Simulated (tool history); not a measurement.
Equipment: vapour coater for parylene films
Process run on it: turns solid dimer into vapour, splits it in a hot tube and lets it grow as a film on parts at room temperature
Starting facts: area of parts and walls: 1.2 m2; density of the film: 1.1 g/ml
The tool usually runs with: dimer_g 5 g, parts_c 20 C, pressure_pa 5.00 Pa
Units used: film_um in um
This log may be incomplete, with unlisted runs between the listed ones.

run,hour,dimer_g,parts_c,pressure_pa,film_um
1,0.0,5,20,5.00,2.29
2,9.5,5,20,5.00,2.35
3,26.7,5,20,5.00,2.38
4,37.4,5,20,5.00,2.27
5,47.8,5,20,5.00,2.31
6,59.8,5,20,5.00,2.32
7,68.2,5,20,5.00,2.32
8,79.8,5,20,5.00,2.38
9,93.6,5,20,5.00,2.34
10,110.8,6,20,5.00,2.80
11,127.0,6,20,5.00,2.80
12,141.7,6,20,5.00,2.78
13,153.3,6,20,5.00,2.77
14,163.6,6,20,5.00,2.79
15,174.7,7,14,3.46,4.24
16,192.6,7,27,3.46,2.79
17,203.0,4,27,10.29,1.31

5 options for the next run, each taken on its own from the tool as it stands now. Forecast them:
A,213.3,5,20,11.06,?
B,213.3,3,28,10.29,?
C,213.3,3,21,9.40,?
D,213.3,3,23,10.29,?
E,213.3,5,20,2.37,?

run,film_um
A,2.04
B,0.93
C,1.23
D,1.15
E,2.68
Without the tool's unlogged condition, the same runs would have read:
run,film_um
A,2.05
B,0.94
C,1.23
D,1.16
E,2.70
